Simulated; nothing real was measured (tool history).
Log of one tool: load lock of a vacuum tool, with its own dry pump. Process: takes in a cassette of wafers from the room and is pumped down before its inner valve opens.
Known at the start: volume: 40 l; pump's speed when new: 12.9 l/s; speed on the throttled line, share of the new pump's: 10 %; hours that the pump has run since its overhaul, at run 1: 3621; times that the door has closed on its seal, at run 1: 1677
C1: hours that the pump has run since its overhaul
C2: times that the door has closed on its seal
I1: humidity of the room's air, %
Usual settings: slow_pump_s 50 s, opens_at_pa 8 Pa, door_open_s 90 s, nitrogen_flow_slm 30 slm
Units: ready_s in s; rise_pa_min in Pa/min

Run 1, hour 0.0: usual settings; C1 3621; C2 1677; I1 45.8. Result: ready_s 74.3 s, rise_pa_min 0.043 Pa/min.
Run 2, hour 392.7: usual settings but slow_pump_s 43 s; C1 4014; C2 2143; I1 44.9. Result: ready_s 68.0 s, rise_pa_min 0.037 Pa/min.
Run 3, hour 930.4: usual settings but slow_pump_s 43 s; C1 4552; C2 2781; I1 44.0. Result: ready_s 68.4 s, rise_pa_min 0.044 Pa/min.
Run 4, hour 1474.7: usual settings but slow_pump_s 43 s; C1 5096; C2 3427; I1 46.8. Result: ready_s 68.5 s, rise_pa_min 0.047 Pa/min.
Run 5, hour 1927.1: usual settings but slow_pump_s 43 s; C1 5548; C2 3964; I1 43.5. Result: ready_s 68.0 s, rise_pa_min 0.036 Pa/min.
Run 6, hour 2185.1: usual settings but slow_pump_s 97 s; C1 5806; C2 4270; I1 45.8. Result: ready_s 117.6 s, rise_pa_min 0.030 Pa/min.
Run 7, hour 2624.7: usual settings but slow_pump_s 97 s, nitrogen_flow_slm 9 slm; C1 6246; C2 4792; I1 45.5. Result: ready_s 116.6 s, rise_pa_min 0.058 Pa/min.
Run 8, hour 3009.5: usual settings; C1 6631; C2 5248; I1 45.4. Result: ready_s 74.2 s, rise_pa_min 0.040 Pa/min.
Run 9, hour 3302.7: usual settings; C1 6924; C2 5596; I1 44.9. Result: ready_s 74.4 s, rise_pa_min 0.044 Pa/min.
Run 10, hour 3750.3: usual settings but opens_at_pa 7 Pa; C1 7372; C2 6128; I1 40.7. Result: ready_s 75.1 s, rise_pa_min 0.041 Pa/min.
Run 11, hour 4069.7: usual settings but opens_at_pa 7 Pa; C1 7691; C2 6507; I1 44.9. Result: ready_s 75.2 s, rise_pa_min 0.035 Pa/min.
Run 12, hour 4423.4: usual settings but opens_at_pa 7 Pa; C1 8045; C2 6927; I1 47.2. Result: ready_s 75.0 s, rise_pa_min 0.049 Pa/min.
Run 13, hour 4732.3: usual settings but opens_at_pa 7 Pa; C1 8354; C2 7293; I1 45.1. Result: ready_s 75.1 s, rise_pa_min 0.038 Pa/min.
Run 14, hour 5240.3: usual settings but opens_at_pa 7 Pa; C1 8862; C2 7896; I1 45.1. Result: ready_s 74.7 s, rise_pa_min 0.040 Pa/min.
Run 15, hour 5711.2: usual settings but slow_pump_s 40 s; C1 9332; C2 8455; I1 43.7. Result: ready_s 65.3 s, rise_pa_min 0.046 Pa/min.
Run 16, hour 5993.6: usual settings but slow_pump_s 40 s; C1 9615; C2 8790; I1 48.3. Result: ready_s 65.7 s, rise_pa_min 0.046 Pa/min.
Run 17, hour 6501.3: usual settings but slow_pump_s 40 s; C1 10123; C2 9393; I1 44.0. Result: ready_s 65.2 s, rise_pa_min 0.040 Pa/min.
Run 18, hour 6997.4: usual settings but slow_pump_s 40 s; C1 10619; C2 9982; I1 45.4. Result: ready_s 65.4 s, rise_pa_min 0.039 Pa/min.
Run 19, hour 7412.2: usual settings; C1 11033; C2 10474; I1 45.9. Result: ready_s 74.2 s, rise_pa_min 0.042 Pa/min.
Run 20, hour 7690.7: usual settings but slow_pump_s 57 s, opens_at_pa 9 Pa, door_open_s 28 s; C1 11312; C2 10805; I1 45.0. Result: ready_s 80.8 s, rise_pa_min 0.023 Pa/min.
Run 21, hour 7958.2: usual settings but slow_pump_s 30 s, opens_at_pa 9 Pa, door_open_s 27 s; C1 11580; C2 11122; I1 43.8. Result: ready_s 56.1 s, rise_pa_min 0.020 Pa/min.
Run 22, hour 8463.3: usual settings but slow_pump_s 28 s, opens_at_pa 10 Pa, door_open_s 27 s, nitrogen_flow_slm 35 slm; C1 12085; C2 11722; I1 44.0. Result: ready_s 54.0 s, rise_pa_min 0.021 Pa/min.
Run 23, hour 8981.3: usual settings but slow_pump_s 28 s, opens_at_pa 10 Pa, door_open_s 27 s, nitrogen_flow_slm 35 slm; C1 12603; C2 12336; I1 45.1. Result: ready_s 53.9 s, rise_pa_min 0.017 Pa/min.
Run 24, hour 9540.1: usual settings but slow_pump_s 38 s, nitrogen_flow_slm 17 slm; C1 13161; C2 13000; I1 45.4. Result: ready_s 63.5 s, rise_pa_min 0.043 Pa/min.
Run 25, hour 10023.7: usual settings but opens_at_pa 11 Pa, door_open_s 217 s; C1 13645; C2 13574; I1 44.4. Result: ready_s 73.5 s, rise_pa_min 0.069 Pa/min.
Run 26, hour 10444.2: usual settings but opens_at_pa 11 Pa, door_open_s 217 s; C1 14065; C2 14073; I1 47.0. Result: ready_s 73.5 s, rise_pa_min 0.074 Pa/min.
Run 27, hour 11005.3: usual settings but opens_at_pa 12 Pa; C1 14627; C2 14739; I1 43.2. Result: ready_s 73.0 s, rise_pa_min 0.040 Pa/min.
Run 28, hour 11590.6: usual settings but slow_pump_s 88 s, opens_at_pa 12 Pa, door_open_s 31 s, nitrogen_flow_slm 11 slm; C1 15212; C2 15433; I1 43.2. Result: ready_s 107.5 s, rise_pa_min 0.027 Pa/min.
Run 29, hour 11842.7: usual settings but slow_pump_s 59 s, door_open_s 122 s, nitrogen_flow_slm 6 slm; C1 15464; C2 15733; I1 46.1. Result: ready_s 83.1 s, rise_pa_min 0.073 Pa/min.
Run 30, hour 12287.8: usual settings but slow_pump_s 65 s, opens_at_pa 7 Pa, door_open_s 162 s, nitrogen_flow_slm 6 slm; C1 15909; C2 16261; I1 46.3. Result: ready_s 88.4 s, rise_pa_min 0.092 Pa/min.
Run 31, hour 12824.3: usual settings but slow_pump_s 38 s, opens_at_pa 9 Pa, door_open_s 36 s; C1 16446; C2 16898; I1 44.9. Result: ready_s 63.1 s, rise_pa_min 0.027 Pa/min.
Run 32, hour 13356.6: usual settings but slow_pump_s 38 s, opens_at_pa 16 Pa, door_open_s 222 s; C1 16978; C2 17529; I1 43.2. Result: ready_s 61.6 s, rise_pa_min 0.066 Pa/min.
Run 33, hour 13768.8: usual settings but slow_pump_s 38 s, opens_at_pa 16 Pa, door_open_s 222 s; C1 17390; C2 18019; I1 44.3. Result: ready_s 61.2 s, rise_pa_min 0.069 Pa/min.
Run 34, hour 14198.8: usual settings but slow_pump_s 82 s, opens_at_pa 15 Pa, door_open_s 45 s; C1 17820; C2 18529; I1 43.8. Result: ready_s 101.5 s, rise_pa_min 0.023 Pa/min.
Run 35, hour 14638.1: usual settings but slow_pump_s 45 s, opens_at_pa 11 Pa, door_open_s 175 s, nitrogen_flow_slm 9 slm; C1 18259; C2 19050; I1 43.5. Result: ready_s 69.0 s, rise_pa_min 0.084 Pa/min.
Run 36, hour 14926.2: usual settings but slow_pump_s 45 s, opens_at_pa 11 Pa, door_open_s 175 s, nitrogen_flow_slm 9 slm; C1 18547; C2 19392; I1 43.8. Result: ready_s 68.8 s, rise_pa_min 0.080 Pa/min.
Run 37, hour 15189.1: usual settings but slow_pump_s 36 s, opens_at_pa 9 Pa, door_open_s 160 s, nitrogen_flow_slm 35 slm; C1 18810; C2 19704; I1 44.2. Result: ready_s 61.6 s, rise_pa_min 0.053 Pa/min.
Run 38, hour 15565.3: usual settings but slow_pump_s 90 s, door_open_s 66 s; C1 19187; C2 20151; I1 46.0. Result: ready_s 111.1 s, rise_pa_min 0.037 Pa/min.

Forecast each of these 3 alternatives for the next run:
Run A, hour 15966.8: usual settings but slow_pump_s 75 s; C1 19588; C2 20627; I1 47.1. Result: ready_s ?, rise_pa_min ?.
Run B, hour 15966.8: usual settings but slow_pump_s 90 s, opens_at_pa 11 Pa, door_open_s 80 s; C1 19588; C2 20627; I1 44.6. Result: ready_s ?, rise_pa_min ?.
Run C, hour 15966.8: usual settings but slow_pump_s 90 s, opens_at_pa 11 Pa, door_open_s 66 s; C1 19588; C2 20627; I1 48.0. Result: ready_s ?, rise_pa_min ?.

run  ready_s  rise_pa_min
  A     96.8        0.043
  B    109.4        0.033
  C    110.2        0.032
Without the tool's hidden state the same runs would have given:
run  ready_s  rise_pa_min
  A     96.8        0.043
  B    109.4        0.032
  C    110.1        0.032

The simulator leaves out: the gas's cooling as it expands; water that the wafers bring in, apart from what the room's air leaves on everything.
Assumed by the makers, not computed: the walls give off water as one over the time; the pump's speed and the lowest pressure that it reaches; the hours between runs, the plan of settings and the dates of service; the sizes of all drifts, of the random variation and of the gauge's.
